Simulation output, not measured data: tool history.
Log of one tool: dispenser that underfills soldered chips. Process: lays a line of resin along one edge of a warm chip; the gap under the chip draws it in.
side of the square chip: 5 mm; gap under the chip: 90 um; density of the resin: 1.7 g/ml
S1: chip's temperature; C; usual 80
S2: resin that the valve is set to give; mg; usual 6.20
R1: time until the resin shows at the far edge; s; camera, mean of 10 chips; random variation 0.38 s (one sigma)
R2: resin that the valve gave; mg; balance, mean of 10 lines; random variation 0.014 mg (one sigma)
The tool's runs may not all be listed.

run	day	S1	S2	R1	R2
1	0.000	80	6.20	42.5	6.00
# day 0.046: new syringe of resin
2	0.283	70	6.20	49.2	6.01
3	0.538	70	6.20	62.6	6.00
# day 0.675: new syringe of resin
# day 0.808: dispensing valve cleaned and set on the balance
4	0.808	70	6.20	41.8	6.23
5	0.925	74	6.20	38.6	6.19
6	1.088	73	6.20	48.1	6.20
7	1.267	73	6.20	57.6	6.21
# day 1.346: new syringe of resin
8	1.542	73	6.20	40.0	6.15
9	1.667	80	6.20	32.4	6.15
10	1.942	80	6.20	43.4	6.13
# day 1.975: new syringe of resin
11	2.200	80	6.20	29.1	6.13
12	2.438	80	6.20	37.4	6.14
# day 2.604: new syringe of resin
13	2.604	80	6.20	22.5	6.15
14	2.825	80	6.20	29.1	6.12
15	3.050	80	6.20	36.3	6.10
# day 3.217: new syringe of resin
16	3.221	75	6.20	29.5	6.09
17	3.375	80	6.20	26.6	6.10
18	3.583	80	6.20	33.9	6.07
19	3.808	69	6.65	72.2	6.50
# day 3.838: new syringe of resin
20	4.088	82	5.55	26.3	5.39
21	4.217	82	5.55	31.1	5.40
22	4.350	77	5.95	43.9	5.80
# day 4.467: new syringe of resin
23	4.625	71	5.33	43.3	5.18
24	4.862	89	8.02	22.9	7.74
# day 5.075: new syringe of resin
25	5.146	93	7.67	13.2	7.41
# day 5.333: dispensing valve cleaned and set on the balance
26	5.408	70	7.39	49.4	7.38
27	5.671	78	6.90	43.1	6.87
# day 5.738: new syringe of resin
28	5.821	70	7.57	40.5	7.54
29	5.958	80	8.01	28.6	7.94
30	6.175	89	5.92	24.6	5.89
31	6.288	85	7.25	32.3	7.20
# day 6.358: new syringe of resin
32	6.417	94	7.17	12.5	7.10
33	6.608	79	6.71	30.9	6.62
34	6.850	79	6.71	39.2	6.64
# day 6.971: new syringe of resin
35	6.979	79	6.71	23.9	6.60

Measured less the same run without the tool's hidden state. The same run-to-run variation is in both; the gauge's scatter may not be:
The hidden state here: resin's viscosity, % of fresh resin's; dose that the valve gives, % of what is set; true chip temperature over the reading, C; drift of the gauge itself on fill_s, %; drift of the gauge itself on given_mg, %.
run	R1	R2
1	+19.2	-0.20
2	+11.4	-0.21
3	+25.6	-0.22
4	+4.5	+0.01
5	+8.2	+0.01
6	+15.7	+0.00
7	+25.5	-0.01
8	+7.7	-0.03
9	+9.2	-0.03
10	+20.2	-0.05
11	+6.2	-0.06
12	+14.3	-0.07
13	+0.1	-0.07
14	+6.0	-0.08
15	+13.5	-0.10
16	+0.4	-0.11
17	+4.2	-0.12
18	+10.8	-0.13
19	+33.4	-0.15
20	+5.4	-0.14
21	+9.4	-0.14
22	+17.1	-0.16
23	+6.4	-0.15
24	+7.4	-0.25
25	+0.9	-0.25
26	+12.6	-0.01
27	+18.7	-0.03
28	+3.9	-0.04
29	+6.1	-0.04
30	+9.2	-0.04
31	+14.3	-0.06
32	+0.7	-0.07
33	+6.8	-0.08
34	+15.2	-0.08
35	-0.2	-0.10
